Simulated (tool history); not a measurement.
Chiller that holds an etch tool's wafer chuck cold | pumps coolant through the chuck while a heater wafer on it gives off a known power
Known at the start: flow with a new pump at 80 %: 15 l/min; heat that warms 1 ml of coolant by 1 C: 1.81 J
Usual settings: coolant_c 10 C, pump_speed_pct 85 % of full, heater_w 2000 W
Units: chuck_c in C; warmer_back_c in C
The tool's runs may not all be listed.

run 1 hour=0.0 | coolant_c=10 pump_speed_pct=85 heater_w=2000 | chuck_c=24.8 warmer_back_c=4.33
run 2 hour=135.7 | coolant_c=10 pump_speed_pct=85 heater_w=2000 | chuck_c=24.7 warmer_back_c=4.28
run 3 hour=274.9 | coolant_c=10 pump_speed_pct=85 heater_w=1669 | chuck_c=22.4 warmer_back_c=3.57
run 4 hour=466.4 | coolant_c=11 pump_speed_pct=85 heater_w=2000 | chuck_c=25.5 warmer_back_c=4.31
run 5 hour=619.0 | coolant_c=11 pump_speed_pct=85 heater_w=2000 | chuck_c=25.6 warmer_back_c=4.38
run 6 hour=794.4 | coolant_c=10 pump_speed_pct=85 heater_w=2000 | chuck_c=24.6 warmer_back_c=4.41
run 7 hour=974.9 | coolant_c=10 pump_speed_pct=85 heater_w=2000 | chuck_c=24.9 warmer_back_c=4.37
run 8 hour=1067.5 | coolant_c=10 pump_speed_pct=85 heater_w=2000 | chuck_c=24.9 warmer_back_c=4.42
run 9 hour=1173.2 | coolant_c=10 pump_speed_pct=85 heater_w=2000 | chuck_c=25.1 warmer_back_c=4.43
run 10 hour=1271.3 | coolant_c=10 pump_speed_pct=85 heater_w=2000 | chuck_c=25.1 warmer_back_c=4.43
run 11 hour=1387.9 | coolant_c=10 pump_speed_pct=71 heater_w=2000 | chuck_c=27.0 warmer_back_c=5.45
run 12 hour=1537.1 | coolant_c=10 pump_speed_pct=85 heater_w=2000 | chuck_c=25.4 warmer_back_c=4.45
run 13 hour=1713.4 | coolant_c=6 pump_speed_pct=85 heater_w=2000 | chuck_c=21.5 warmer_back_c=4.43
run 14 hour=1867.5 | coolant_c=6 pump_speed_pct=85 heater_w=2000 | chuck_c=21.7 warmer_back_c=4.57
run 15 hour=1964.2 | coolant_c=6 pump_speed_pct=85 heater_w=2000 | chuck_c=21.8 warmer_back_c=4.54
run 16 hour=2130.5 | coolant_c=6 pump_speed_pct=85 heater_w=2000 | chuck_c=21.9 warmer_back_c=4.62
run 17 hour=2236.3 | coolant_c=10 pump_speed_pct=85 heater_w=1112 | chuck_c=19.0 warmer_back_c=2.58
run 18 hour=2407.4 | coolant_c=10 pump_speed_pct=77 heater_w=1025 | chuck_c=18.9 warmer_back_c=2.60
run 19 hour=2589.6 | coolant_c=10 pump_speed_pct=85 heater_w=1652 | chuck_c=23.5 warmer_back_c=3.77
run 20 hour=2693.6 | coolant_c=9 pump_speed_pct=85 heater_w=1652 | chuck_c=22.8 warmer_back_c=3.84
run 21 hour=2836.5 | coolant_c=9 pump_speed_pct=85 heater_w=1652 | chuck_c=22.7 warmer_back_c=3.92
run 22 hour=2927.6 | coolant_c=9 pump_speed_pct=76 heater_w=2190 | chuck_c=24.7 warmer_back_c=5.79
run 23 hour=3114.5 | coolant_c=12 pump_speed_pct=79 heater_w=2275 | chuck_c=28.4 warmer_back_c=5.77
run 24 hour=3307.9 | coolant_c=2 pump_speed_pct=94 heater_w=1101 | chuck_c=9.3 warmer_back_c=2.31
run 25 hour=3442.6 | coolant_c=19 pump_speed_pct=94 heater_w=1905 | chuck_c=31.4 warmer_back_c=4.03
run 26 hour=3628.7 | coolant_c=3 pump_speed_pct=85 heater_w=1057 | chuck_c=10.5 warmer_back_c=2.50
run 27 hour=3716.3 | coolant_c=6 pump_speed_pct=81 heater_w=1132 | chuck_c=14.4 warmer_back_c=2.86
run 28 hour=3884.3 | coolant_c=1 pump_speed_pct=91 heater_w=1141 | chuck_c=8.7 warmer_back_c=2.56
run 29 hour=3976.0 | coolant_c=16 pump_speed_pct=60 heater_w=1160 | chuck_c=26.4 warmer_back_c=4.18
run 30 hour=4080.8 | coolant_c=16 pump_speed_pct=60 heater_w=1160 | chuck_c=26.5 warmer_back_c=4.18
run 31 hour=4162.7 | coolant_c=3 pump_speed_pct=67 heater_w=1160 | chuck_c=12.7 warmer_back_c=3.67

Not shown: 2 entries that the log had between the listed runs. Between which runs, and how does the tool's hidden state differ before and after?
Between runs 3 and 4: chiller's thermometer calibrated (hour 426.3)
  heat passed by the chuck's channels, % of clean ones': 85.3 -> 84.6; flow at a given pump speed, % of a new pump's: 95.8 -> 95.3; coolant's true temperature over the reading, C: 0.45 -> -0.06
  measured less the result without the state, chuck_c: +2.1 -> +2.2 C; warmer_back_c: +0.15 -> +0.20 C
Between runs 21 and 22: coolant changed, channels flushed (hour 2853.9)
  heat passed by the chuck's channels, % of clean ones': 75.8 -> 99.7; flow at a given pump speed, % of a new pump's: 88.5 -> 88.3
  measured less the result without the state, chuck_c: +3.7 -> +1.2 C; warmer_back_c: +0.44 -> +0.68 C
